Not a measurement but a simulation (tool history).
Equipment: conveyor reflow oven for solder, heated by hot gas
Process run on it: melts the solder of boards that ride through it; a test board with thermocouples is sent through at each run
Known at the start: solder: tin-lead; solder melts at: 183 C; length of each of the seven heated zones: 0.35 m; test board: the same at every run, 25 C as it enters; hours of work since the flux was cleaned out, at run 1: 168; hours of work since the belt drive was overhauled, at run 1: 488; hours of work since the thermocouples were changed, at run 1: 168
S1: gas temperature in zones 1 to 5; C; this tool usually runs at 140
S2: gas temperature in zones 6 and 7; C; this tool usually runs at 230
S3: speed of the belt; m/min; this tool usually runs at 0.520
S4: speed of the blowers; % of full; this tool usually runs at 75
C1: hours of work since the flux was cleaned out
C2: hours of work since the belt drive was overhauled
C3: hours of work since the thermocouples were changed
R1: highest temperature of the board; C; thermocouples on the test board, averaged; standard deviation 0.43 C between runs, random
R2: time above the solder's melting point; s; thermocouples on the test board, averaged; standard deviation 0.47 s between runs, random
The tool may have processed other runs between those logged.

run 1 hour=0.0 | S1=140 S2=230 S3=0.520 S4=75 | C1=168 C2=488 C3=168 | R1=210.6 R2=55.5
-- hour=77.3 flux residue cleaned out of gas plates and filters
run 2 hour=86.7 | S1=140 S2=230 S3=0.520 S4=75 | C1=5 C2=529 C3=208 | R1=212.4 R2=57.6
run 3 hour=167.2 | S1=140 S2=230 S3=0.520 S4=75 | C1=44 C2=568 C3=247 | R1=211.8 R2=57.9
run 4 hour=229.1 | S1=140 S2=230 S3=0.520 S4=75 | C1=74 C2=598 C3=277 | R1=211.2 R2=56.8
run 5 hour=280.3 | S1=140 S2=230 S3=0.520 S4=75 | C1=99 C2=623 C3=302 | R1=211.7 R2=57.1
run 6 hour=356.8 | S1=140 S2=230 S3=0.520 S4=75 | C1=137 C2=661 C3=340 | R1=211.8 R2=55.3
run 7 hour=414.4 | S1=140 S2=230 S3=0.520 S4=75 | C1=165 C2=689 C3=368 | R1=211.7 R2=55.7
-- hour=454.8 belt drive overhauled, speed set with a stopwatch
run 8 hour=477.7 | S1=140 S2=230 S3=0.520 S4=75 | C1=194 C2=11 C3=397 | R1=210.3 R2=53.5
-- hour=496.9 flux residue cleaned out of gas plates and filters
run 9 hour=522.7 | S1=140 S2=230 S3=0.520 S4=75 | C1=13 C2=31 C3=417 | R1=212.0 R2=55.9
run 10 hour=576.0 | S1=140 S2=230 S3=0.520 S4=67 | C1=39 C2=57 C3=443 | R1=209.4 R2=53.2
run 11 hour=619.4 | S1=140 S2=230 S3=0.520 S4=67 | C1=60 C2=78 C3=464 | R1=208.5 R2=51.9
run 12 hour=667.6 | S1=140 S2=230 S3=0.520 S4=75 | C1=84 C2=102 C3=488 | R1=211.9 R2=55.3
run 13 hour=742.4 | S1=134 S2=230 S3=0.441 S4=75 | C1=120 C2=138 C3=524 | R1=214.7 R2=67.3
run 14 hour=793.2 | S1=130 S2=230 S3=0.429 S4=87 | C1=145 C2=163 C3=549 | R1=217.4 R2=72.5
run 15 hour=848.0 | S1=140 S2=228 S3=0.463 S4=77 | C1=172 C2=190 C3=576 | R1=212.3 R2=63.6
run 16 hour=886.5 | S1=140 S2=228 S3=0.463 S4=88 | C1=191 C2=209 C3=595 | R1=213.9 R2=67.5
-- hour=914.8 flux residue cleaned out of gas plates and filters
run 17 hour=936.6 | S1=140 S2=228 S3=0.463 S4=88 | C1=11 C2=231 C3=617 | R1=215.8 R2=69.6
run 18 hour=1004.9 | S1=154 S2=226 S3=0.480 S4=67 | C1=44 C2=265 C3=650 | R1=210.4 R2=67.0
run 19 hour=1077.5 | S1=154 S2=226 S3=0.480 S4=67 | C1=80 C2=300 C3=686 | R1=210.7 R2=66.4

Expected results for the next run?
run 20 hour=1151.4 | S1=126 S2=233 S3=0.533 S4=75 | C1=116 C2=336 C3=722 | R1=? R2=?

Run 20 produced R1 209.2 C, R2 45.9 s.
With no hidden state in the tool, this same run would have given R1 211.9 C, R2 48.8 s.
